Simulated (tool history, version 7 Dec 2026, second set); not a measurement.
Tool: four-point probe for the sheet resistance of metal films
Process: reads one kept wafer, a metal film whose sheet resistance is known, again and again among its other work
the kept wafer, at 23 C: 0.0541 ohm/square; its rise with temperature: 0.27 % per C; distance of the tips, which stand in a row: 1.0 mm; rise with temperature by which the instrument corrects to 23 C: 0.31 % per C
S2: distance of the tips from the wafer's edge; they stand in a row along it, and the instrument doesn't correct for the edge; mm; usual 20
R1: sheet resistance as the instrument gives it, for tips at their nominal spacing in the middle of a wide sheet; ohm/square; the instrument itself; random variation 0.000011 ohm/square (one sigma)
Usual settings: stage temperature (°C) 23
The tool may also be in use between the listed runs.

run 1 day=0.000 | stage_temperature_(°C)=23 S2=20 | R1=0.054172
run 2 day=0.479 | stage_temperature_(°C)=23 S2=20 | R1=0.054153
run 3 day=1.312 | stage_temperature_(°C)=23 S2=20 | R1=0.054190
run 4 day=2.375 | stage_temperature_(°C)=23 S2=20 | R1=0.054176
run 5 day=2.908 | stage_temperature_(°C)=23 S2=38 | R1=0.054109
run 6 day=3.433 | stage_temperature_(°C)=23 S2=20 | R1=0.054168
run 7 day=4.504 | stage_temperature_(°C)=23 S2=20 | R1=0.054194
run 8 day=5.550 | stage_temperature_(°C)=23 S2=20 | R1=0.054157
run 9 day=6.650 | stage_temperature_(°C)=23 S2=20 | R1=0.054165
run 10 day=7.462 | stage_temperature_(°C)=18 S2=25 | R1=0.054249
run 11 day=7.975 | stage_temperature_(°C)=19 S2=10 | R1=0.054475
run 12 day=8.504 | stage_temperature_(°C)=19 S2=10 | R1=0.054478

The next listed run, before its measurement:
run 13 day=9.000 | stage_temperature_(°C)=19 S2=10 | R1=?

R1: 0.054474 ohm/square
Without the tool's hidden state the same run would have given R1 0.054476 ohm/square.
